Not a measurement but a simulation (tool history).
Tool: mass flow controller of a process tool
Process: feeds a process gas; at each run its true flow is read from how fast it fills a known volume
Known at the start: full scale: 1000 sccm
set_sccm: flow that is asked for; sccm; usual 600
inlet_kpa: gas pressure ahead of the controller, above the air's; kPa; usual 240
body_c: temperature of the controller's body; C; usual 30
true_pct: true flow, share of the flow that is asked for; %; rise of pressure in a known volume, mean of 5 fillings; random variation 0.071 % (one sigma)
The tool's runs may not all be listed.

| run | hour | set_sccm | inlet_kpa | body_c | true_pct |
|---|---|---|---|---|---|
| 1 | 0 | 600 | 240 | 30 | 99.47 |
| 2 | 136.1 | 600 | 240 | 30 | 99.67 |
| 3 | 243.5 | 600 | 240 | 21 | 99.12 |
| 4 | 383.9 | 600 | 240 | 21 | 99.27 |
| 5 | 542 | 600 | 240 | 21 | 99.34 |
| 6 | 688 | 600 | 240 | 30 | 99.73 |
| 7 | 838.2 | 600 | 240 | 30 | 99.73 |
| 8 | 1017.5 | 600 | 240 | 30 | 99.65 |
| 9 | 1097.3 | 600 | 240 | 30 | 99.79 |
| 10 | 1253.5 | 600 | 240 | 30 | 99.85 |
| 11 | 1439.1 | 600 | 191 | 30 | 100.41 |
| 12 | 1541.3 | 600 | 191 | 30 | 100.4 |
| 13 | 1680.4 | 600 | 240 | 24 | 99.75 |
| 14 | 1864.6 | 600 | 240 | 32 | 100.2 |
| 15 | 1986.1 | 600 | 240 | 30 | 100.04 |
| 16 | 2175 | 681 | 262 | 25 | 99.87 |
| 17 | 2363.5 | 588 | 262 | 29 | 100.06 |
| 18 | 2462.3 | 588 | 262 | 29 | 100.14 |
| 19 | 2583.8 | 588 | 262 | 29 | 100.01 |
| 20 | 2707.4 | 588 | 154 | 24 | 100.73 |
| 21 | 2824.6 | 468 | 154 | 29 | 100.87 |
| 22 | 3011 | 468 | 154 | 29 | 100.93 |
| 23 | 3107.6 | 468 | 154 | 29 | 100.86 |
| 24 | 3241.4 | 468 | 154 | 29 | 101.08 |
|  | 3353 | gauge calibrated |
| 25 | 3363 | 161 | 269 | 21 | 98.33 |
| 26 | 3525.6 | 600 | 214 | 21 | 99.37 |
| 27 | 3676.5 | 600 | 214 | 21 | 99.49 |
| 28 | 3780 | 993 | 225 | 20 | 99.76 |
| 29 | 3906.3 | 482 | 261 | 33 | 99.59 |

4 ways to go on from here, each from the tool as it stands after run 29. What would each give?
| A | 3995.7 | 482 | 224 | 28 | ? |
| B | 3995.7 | 608 | 240 | 30 | ? |
| C | 3995.7 | 239 | 240 | 30 | ? |
| D | 3995.7 | 600 | 217 | 30 | ? |

| run | true_pct |
|---|---|
| A | 99.63 |
| B | 99.83 |
| C | 99.33 |
| D | 99.89 |
Without the tool's hidden state the same runs would have given:
| run | true_pct |
|---|---|
| A | 99.41 |
| B | 99.62 |
| C | 99.11 |
| D | 99.68 |
